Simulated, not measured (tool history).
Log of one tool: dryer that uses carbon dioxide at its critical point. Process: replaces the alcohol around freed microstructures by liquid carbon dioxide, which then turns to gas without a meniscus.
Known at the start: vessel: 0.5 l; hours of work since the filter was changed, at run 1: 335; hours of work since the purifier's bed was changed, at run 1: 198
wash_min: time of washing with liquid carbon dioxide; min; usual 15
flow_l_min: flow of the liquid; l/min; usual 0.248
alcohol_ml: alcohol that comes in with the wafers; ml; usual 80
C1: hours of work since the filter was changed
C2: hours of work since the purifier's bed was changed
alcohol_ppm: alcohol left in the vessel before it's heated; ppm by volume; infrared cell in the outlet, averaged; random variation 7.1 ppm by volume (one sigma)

run 1 hour=0.0 | wash_min=15 flow_l_min=0.248 alcohol_ml=80 | C1=335 C2=198 | alcohol_ppm=492
run 2 hour=41.2 | wash_min=16 flow_l_min=0.248 alcohol_ml=80 | C1=357 C2=221 | alcohol_ppm=357
run 3 hour=77.9 | wash_min=15 flow_l_min=0.174 alcohol_ml=80 | C1=377 C2=241 | alcohol_ppm=3023
run 4 hour=113.4 | wash_min=15 flow_l_min=0.174 alcohol_ml=80 | C1=397 C2=260 | alcohol_ppm=3000
run 5 hour=158.9 | wash_min=15 flow_l_min=0.174 alcohol_ml=80 | C1=422 C2=285 | alcohol_ppm=3145
run 6 hour=180.9 | wash_min=15 flow_l_min=0.174 alcohol_ml=80 | C1=434 C2=297 | alcohol_ppm=3151
-- hour=202.5 inlet filter changed
run 7 hour=215.8 | wash_min=15 flow_l_min=0.174 alcohol_ml=80 | C1=7 C2=316 | alcohol_ppm=2438
run 8 hour=248.6 | wash_min=15 flow_l_min=0.174 alcohol_ml=80 | C1=25 C2=334 | alcohol_ppm=2424
run 9 hour=291.7 | wash_min=15 flow_l_min=0.248 alcohol_ml=80 | C1=49 C2=357 | alcohol_ppm=407
run 10 hour=333.9 | wash_min=15 flow_l_min=0.248 alcohol_ml=80 | C1=72 C2=380 | alcohol_ppm=422
run 11 hour=371.0 | wash_min=15 flow_l_min=0.248 alcohol_ml=80 | C1=92 C2=401 | alcohol_ppm=436
run 12 hour=418.0 | wash_min=15 flow_l_min=0.248 alcohol_ml=80 | C1=118 C2=426 | alcohol_ppm=445
run 13 hour=453.2 | wash_min=13 flow_l_min=0.248 alcohol_ml=80 | C1=137 C2=445 | alcohol_ppm=908
run 14 hour=494.6 | wash_min=10 flow_l_min=0.325 alcohol_ml=47 | C1=160 C2=468 | alcohol_ppm=506
run 15 hour=534.5 | wash_min=10 flow_l_min=0.325 alcohol_ml=47 | C1=181 C2=490 | alcohol_ppm=521
run 16 hour=578.8 | wash_min=14 flow_l_min=0.161 alcohol_ml=66 | C1=206 C2=514 | alcohol_ppm=4001
run 17 hour=617.4 | wash_min=15 flow_l_min=0.159 alcohol_ml=80 | C1=227 C2=535 | alcohol_ppm=3928
run 18 hour=662.8 | wash_min=12 flow_l_min=0.214 alcohol_ml=53 | C1=252 C2=560 | alcohol_ppm=1932
run 19 hour=687.3 | wash_min=12 flow_l_min=0.214 alcohol_ml=53 | C1=265 C2=573 | alcohol_ppm=1896
run 20 hour=709.5 | wash_min=12 flow_l_min=0.214 alcohol_ml=53 | C1=277 C2=586 | alcohol_ppm=1910
run 21 hour=736.9 | wash_min=12 flow_l_min=0.190 alcohol_ml=95 | C1=292 C2=600 | alcohol_ppm=5458
run 22 hour=760.9 | wash_min=21 flow_l_min=0.197 alcohol_ml=37 | C1=305 C2=614 | alcohol_ppm=209
run 23 hour=796.6 | wash_min=15 flow_l_min=0.248 alcohol_ml=35 | C1=325 C2=633 | alcohol_ppm=292
run 24 hour=826.2 | wash_min=15 flow_l_min=0.248 alcohol_ml=35 | C1=341 C2=649 | alcohol_ppm=295
run 25 hour=865.9 | wash_min=15 flow_l_min=0.248 alcohol_ml=35 | C1=362 C2=671 | alcohol_ppm=321

How the hidden state differs across the entries between the runs, from the last listed run before each to the first after it:
Between runs 6 and 7: inlet filter changed (hour 202.5)
  flow that reaches the vessel past the clogged filter, %: 93.6 -> 99.8; alcohol in the recycled carbon dioxide, ppm: 50.8 -> 53.7
  measured less the result without the state, alcohol_ppm: +785 -> +68 ppm by volume
